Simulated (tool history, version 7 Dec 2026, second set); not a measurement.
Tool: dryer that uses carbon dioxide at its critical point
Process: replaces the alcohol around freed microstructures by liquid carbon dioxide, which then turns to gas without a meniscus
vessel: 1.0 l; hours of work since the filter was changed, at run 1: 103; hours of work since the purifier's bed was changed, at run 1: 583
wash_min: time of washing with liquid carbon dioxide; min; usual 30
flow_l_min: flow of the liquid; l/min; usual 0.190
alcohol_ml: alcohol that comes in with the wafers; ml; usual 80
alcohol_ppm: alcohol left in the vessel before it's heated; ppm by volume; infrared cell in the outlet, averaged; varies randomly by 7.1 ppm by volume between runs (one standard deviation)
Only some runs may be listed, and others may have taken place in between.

run,hour,wash_min,flow_l_min,alcohol_ml,hours of work since the filter was changed,hours of work since the purifier's bed was changed,alcohol_ppm
1,0.0,30,0.190,80,103,583,556
2,19.0,30,0.190,80,117,598,561
3,31.1,30,0.190,80,126,607,595
4,41.4,30,0.190,80,134,615,610
5,54.5,30,0.190,80,144,624,644
6,67.0,30,0.190,80,153,634,659
7,77.5,30,0.190,80,161,642,658
8,95.7,30,0.190,80,175,656,712
9,109.2,30,0.222,80,185,666,328
10,119.0,30,0.316,80,193,673,55
11,139.2,30,0.316,80,208,688,48
# hour 153.7: inlet filter changed
12,153.9,30,0.190,80,0,699,364
13,164.5,30,0.190,80,8,707,375
14,183.0,30,0.190,80,22,721,403
15,205.6,30,0.190,80,39,738,421
16,215.3,30,0.190,80,47,745,427
17,229.0,30,0.190,80,57,756,459
18,251.8,30,0.190,75,74,773,459
19,268.8,30,0.190,75,87,786,491
20,287.7,30,0.190,75,101,800,509
21,299.6,30,0.190,35,110,809,257
22,316.5,30,0.190,35,123,822,285
23,329.6,30,0.190,35,133,832,283
24,342.9,28,0.190,80,143,842,865
25,357.3,28,0.190,33,154,852,406
26,378.5,30,0.211,29,170,868,178
27,398.3,45,0.226,44,185,883,42
28,418.7,45,0.226,44,200,899,45
29,431.6,45,0.226,44,210,909,59
# hour 443.6: inlet filter changed
30,443.6,40,0.282,38,0,917,45
31,463.3,30,0.173,80,15,932,635
32,475.5,30,0.194,98,24,941,442
33,497.1,30,0.194,98,40,957,473
34,511.2,30,0.194,98,51,968,490
35,533.7,30,0.194,98,68,985,545
36,556.5,30,0.218,98,85,1002,307
37,576.2,37,0.237,80,100,1017,77
38,596.0,37,0.237,80,115,1032,77
39,615.5,39,0.270,23,130,1047,54
40,636.4,40,0.123,30,146,1063,549
41,646.0,22,0.135,41,153,1070,3560
42,664.5,24,0.199,41,167,1084,812
43,684.6,19,0.242,32,182,1099,725
44,707.2,28,0.242,32,199,1116,170
45,719.3,28,0.154,53,208,1125,1721
46,728.7,41,0.132,69,215,1132,1020
# hour 733.8: inlet filter changed
47,748.7,24,0.229,27,11,1147,168

Here are 3 independent what-if runs from the current tool condition. What would each one return?
A,764.7,41,0.155,49,23,1159,?
B,764.7,22,0.195,46,23,1159,?
C,764.7,42,0.204,42,23,1159,?

run,alcohol_ppm
A,184
B,848
C,62
With no hidden state in the tool, these same runs would have given:
run,alcohol_ppm
A,128
B,751
C,18
